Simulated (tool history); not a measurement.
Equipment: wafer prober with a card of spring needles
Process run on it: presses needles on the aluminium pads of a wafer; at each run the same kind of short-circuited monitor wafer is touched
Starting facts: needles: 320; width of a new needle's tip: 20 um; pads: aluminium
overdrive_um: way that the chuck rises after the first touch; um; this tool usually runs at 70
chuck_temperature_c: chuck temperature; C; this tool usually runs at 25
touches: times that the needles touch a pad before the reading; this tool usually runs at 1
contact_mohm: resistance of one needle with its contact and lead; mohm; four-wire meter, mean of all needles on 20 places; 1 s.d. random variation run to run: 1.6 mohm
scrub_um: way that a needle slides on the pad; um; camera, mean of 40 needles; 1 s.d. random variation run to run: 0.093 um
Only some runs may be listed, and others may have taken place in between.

| run | hour | overdrive_um | chuck_temperature_c | touches | contact_mohm | scrub_um |
|---|---|---|---|---|---|---|
| 1 | 0 | 70 | 25 | 1 | 155 | 13.17 |
|  | 6.1 | tips cleaned on abrasive film |
|  | 12.6 | tips cleaned on abrasive film |
|  | 18.6 | tips cleaned on abrasive film |
| 2 | 18.7 | 70 | 25 | 3 | 151 | 12.5 |
|  | 25.9 | tips cleaned on abrasive film |
|  | 32.6 | tips cleaned on abrasive film |
| 3 | 34.9 | 58 | 25 | 3 | 166 | 9.92 |
|  | 39 | tips cleaned on abrasive film |
|  | 45.6 | tips cleaned on abrasive film |
| 4 | 45.9 | 58 | 25 | 3 | 158 | 9.93 |
|  | 52.7 | tips cleaned on abrasive film |
| 5 | 58.1 | 67 | 25 | 3 | 167 | 11.84 |
|  | 59.1 | tips cleaned on abrasive film |
|  | 65.8 | tips cleaned on abrasive film |
| 6 | 68.1 | 67 | 25 | 3 | 160 | 11.54 |
|  | 72.8 | tips cleaned on abrasive film |
|  | 79.6 | tips cleaned on abrasive film |
|  | 86 | tips cleaned on abrasive film |
| 7 | 88.1 | 70 | 25 | 1 | 166 | 12.36 |
|  | 91.9 | tips cleaned on abrasive film |
| 8 | 97.4 | 83 | 25 | 1 | 169 | 14.98 |
|  | 98.8 | tips cleaned on abrasive film |
|  | 104.8 | tips cleaned on abrasive film |
| 9 | 105.7 | 70 | 25 | 2 | 158 | 12.33 |
|  | 110.7 | tips cleaned on abrasive film |
|  | 117.3 | tips cleaned on abrasive film |
| 10 | 118.8 | 70 | 25 | 2 | 162 | 12.12 |
|  | 123.1 | tips cleaned on abrasive film, once more |
|  | 129.2 | tips cleaned on abrasive film |
| 11 | 133.7 | 70 | 25 | 2 | 171 | 12.15 |
|  | 136.5 | tips cleaned on abrasive film |
|  | 143.5 | tips cleaned on abrasive film |
|  | 149.9 | tips cleaned on abrasive film |
| 12 | 150 | 70 | 25 | 2 | 156 | 12.1 |
|  | 156.3 | tips cleaned on abrasive film |
|  | 162.4 | tips cleaned on abrasive film |
|  | 168.2 | tips cleaned on abrasive film |
| 13 | 168.6 | 70 | 25 | 2 | 157 | 12 |
|  | 175.1 | tips cleaned on abrasive film |
|  | 181.7 | tips cleaned on abrasive film |
| 14 | 186.6 | 70 | 25 | 2 | 175 | 12.04 |
|  | 188.1 | tips cleaned on abrasive film |
|  | 194.4 | tips cleaned on abrasive film |
|  | 200.5 | tips cleaned on abrasive film |
| 15 | 204.4 | 70 | 25 | 2 | 168 | 11.96 |
|  | 207.3 | tips cleaned on abrasive film |
|  | 214 | tips cleaned on abrasive film |
| 16 | 216.6 | 80 | 25 | 3 | 156 | 13.82 |
|  | 220.5 | tips cleaned on abrasive film |
|  | 226.9 | tips cleaned on abrasive film |
| 17 | 231.8 | 55 | 76 | 3 | 190 | 8.73 |
|  | 233.3 | tips cleaned on abrasive film |
|  | 239.5 | tips cleaned on abrasive film |
|  | 246.3 | tips cleaned on abrasive film |
| 18 | 251.4 | 55 | 76 | 3 | 190 | 8.64 |
|  | 252.9 | tips cleaned on abrasive film |
|  | 259.6 | tips cleaned on abrasive film |
| 19 | 265.2 | 70 | 25 | 1 | 190 | 11.76 |
|  | 266.5 | tips cleaned on abrasive film |
|  | 273.2 | tips cleaned on abrasive film |
|  | 274.7 | height of the first contact set anew |
| 20 | 277.5 | 68 | 61 | 2 | 171 | 13.9 |
|  | 279.6 | tips cleaned on abrasive film |
|  | 286.6 | tips cleaned on abrasive film |
|  | 293.8 | tips cleaned on abrasive film |
| 21 | 297.4 | 68 | 61 | 2 | 169 | 13.63 |
|  | 300.4 | tips cleaned on abrasive film |
|  | 306.9 | tips cleaned on abrasive film |
| 22 | 311.4 | 67 | 64 | 2 | 172 | 13.64 |
|  | 312.8 | tips cleaned on abrasive film |
|  | 320 | tips cleaned on abrasive film |
| 23 | 322.7 | 67 | 64 | 2 | 172 | 13.61 |
|  | 326.4 | tips cleaned on abrasive film |
|  | 333 | tips cleaned on abrasive film |
|  | 339.3 | tips cleaned on abrasive film |
| 24 | 342.5 | 70 | 62 | 3 | 167 | 14.18 |
|  | 345.4 | tips cleaned on abrasive film |
|  | 351.2 | tips cleaned on abrasive film |
| 25 | 353.2 | 70 | 62 | 3 | 163 | 14.04 |
|  | 357.5 | tips cleaned on abrasive film |
|  | 363.8 | tips cleaned on abrasive film |
|  | 370 | tips cleaned on abrasive film |
| 26 | 370 | 70 | 59 | 3 | 155 | 14.06 |
|  | 376.5 | tips cleaned on abrasive film |
|  | 383.3 | tips cleaned on abrasive film |
| 27 | 383.8 | 56 | 59 | 2 | 167 | 11.11 |
|  | 390 | tips cleaned on abrasive film |
| 28 | 394.6 | 56 | 47 | 3 | 168 | 11.28 |
|  | 396.2 | tips cleaned on abrasive film |
|  | 402.6 | tips cleaned on abrasive film |
| 29 | 405 | 56 | 47 | 3 | 167 | 11.09 |
|  | 409.1 | tips cleaned on abrasive film |
|  | 415.2 | tips cleaned on abrasive film |
| 30 | 417.9 | 56 | 47 | 3 | 171 | 10.91 |

Each row is a separate what-if for the run after 30, all from the same tool condition, not one after another. Results?
|  | 422.4 | tips cleaned on abrasive film |
|  | 428.6 | tips cleaned on abrasive film |
| A | 428.6 | 82 | 59 | 1 | ? | ? |
|  | 422.4 | tips cleaned on abrasive film |
|  | 428.6 | tips cleaned on abrasive film |
| B | 428.6 | 67 | 82 | 2 | ? | ? |
|  | 422.4 | tips cleaned on abrasive film |
|  | 428.6 | tips cleaned on abrasive film |
| C | 428.6 | 71 | 31 | 2 | ? | ? |

| run | contact_mohm | scrub_um |
|---|---|---|
| A | 157 | 16.26 |
| B | 165 | 13.26 |
| C | 154 | 14.01 |
Without the tool's hidden state the same runs would have given:
| run | contact_mohm | scrub_um |
|---|---|---|
| A | 152 | 16.68 |
| B | 160 | 13.67 |
| C | 149 | 14.42 |
